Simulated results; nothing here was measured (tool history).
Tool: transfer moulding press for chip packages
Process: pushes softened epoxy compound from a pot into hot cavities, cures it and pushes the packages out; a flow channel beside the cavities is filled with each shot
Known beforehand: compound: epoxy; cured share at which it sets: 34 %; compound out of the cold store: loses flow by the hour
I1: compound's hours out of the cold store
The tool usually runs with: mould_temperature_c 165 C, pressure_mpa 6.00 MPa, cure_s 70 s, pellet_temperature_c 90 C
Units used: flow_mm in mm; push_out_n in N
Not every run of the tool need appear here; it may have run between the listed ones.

run 1 day=0.000 | mould_temperature_c=165 pressure_mpa=6.00 cure_s=70 pellet_temperature_c=90 | I1=9.2 | flow_mm=775 push_out_n=308
-- day=0.700 plunger's sealing rings changed
run 2 day=1.004 | mould_temperature_c=165 pressure_mpa=6.00 cure_s=70 pellet_temperature_c=90 | I1=39.3 | flow_mm=769 push_out_n=354
run 3 day=1.558 | mould_temperature_c=165 pressure_mpa=6.00 cure_s=70 pellet_temperature_c=90 | I1=21.9 | flow_mm=817 push_out_n=353
run 4 day=2.138 | mould_temperature_c=165 pressure_mpa=5.54 cure_s=70 pellet_temperature_c=90 | I1=20.9 | flow_mm=773 push_out_n=376
-- day=2.338 cavities cleaned with cleaning compound and waxed
run 5 day=3.392 | mould_temperature_c=165 pressure_mpa=5.54 cure_s=70 pellet_temperature_c=90 | I1=24.3 | flow_mm=764 push_out_n=309
run 6 day=4.579 | mould_temperature_c=165 pressure_mpa=5.54 cure_s=70 pellet_temperature_c=90 | I1=34.5 | flow_mm=737 push_out_n=340
-- day=5.488 cavities cleaned with cleaning compound and waxed
run 7 day=5.488 | mould_temperature_c=165 pressure_mpa=7.21 cure_s=70 pellet_temperature_c=90 | I1=34.5 | flow_mm=829 push_out_n=227
run 8 day=6.450 | mould_temperature_c=165 pressure_mpa=7.21 cure_s=70 pellet_temperature_c=90 | I1=28.4 | flow_mm=844 push_out_n=281
run 9 day=7.458 | mould_temperature_c=165 pressure_mpa=7.21 cure_s=70 pellet_temperature_c=90 | I1=46.9 | flow_mm=789 push_out_n=323
run 10 day=8.521 | mould_temperature_c=165 pressure_mpa=7.21 cure_s=70 pellet_temperature_c=90 | I1=25.2 | flow_mm=834 push_out_n=377
-- day=8.642 cavities cleaned with cleaning compound and waxed
run 11 day=9.754 | mould_temperature_c=165 pressure_mpa=7.21 cure_s=70 pellet_temperature_c=90 | I1=36.6 | flow_mm=802 push_out_n=297
run 12 day=10.562 | mould_temperature_c=165 pressure_mpa=7.21 cure_s=70 pellet_temperature_c=90 | I1=20.2 | flow_mm=838 push_out_n=343
run 13 day=11.242 | mould_temperature_c=165 pressure_mpa=6.00 cure_s=70 pellet_temperature_c=90 | I1=23.1 | flow_mm=747 push_out_n=366
-- day=11.808 cavities cleaned with cleaning compound and waxed
run 14 day=12.242 | mould_temperature_c=165 pressure_mpa=6.00 cure_s=70 pellet_temperature_c=90 | I1=23.5 | flow_mm=749 push_out_n=271
-- day=12.404 mould's thermocouples calibrated
run 15 day=13.004 | mould_temperature_c=165 pressure_mpa=6.00 cure_s=70 pellet_temperature_c=90 | I1=9.2 | flow_mm=775 push_out_n=311
run 16 day=13.675 | mould_temperature_c=160 pressure_mpa=6.00 cure_s=70 pellet_temperature_c=90 | I1=19.8 | flow_mm=760 push_out_n=434

Run 17 is up next; what results do you expect?
-- day=14.496 mould's thermocouples calibrated, once more
-- day=14.992 plunger's sealing rings changed
run 17 day=15.042 | mould_temperature_c=157 pressure_mpa=6.00 cure_s=70 pellet_temperature_c=90 | I1=29.4 | flow_mm=? push_out_n=?

Run 17 came out at flow_mm 835 mm, push_out_n 608 N.
Without the tool's hidden state the same run would have given flow_mm 838 mm, push_out_n 384 N.

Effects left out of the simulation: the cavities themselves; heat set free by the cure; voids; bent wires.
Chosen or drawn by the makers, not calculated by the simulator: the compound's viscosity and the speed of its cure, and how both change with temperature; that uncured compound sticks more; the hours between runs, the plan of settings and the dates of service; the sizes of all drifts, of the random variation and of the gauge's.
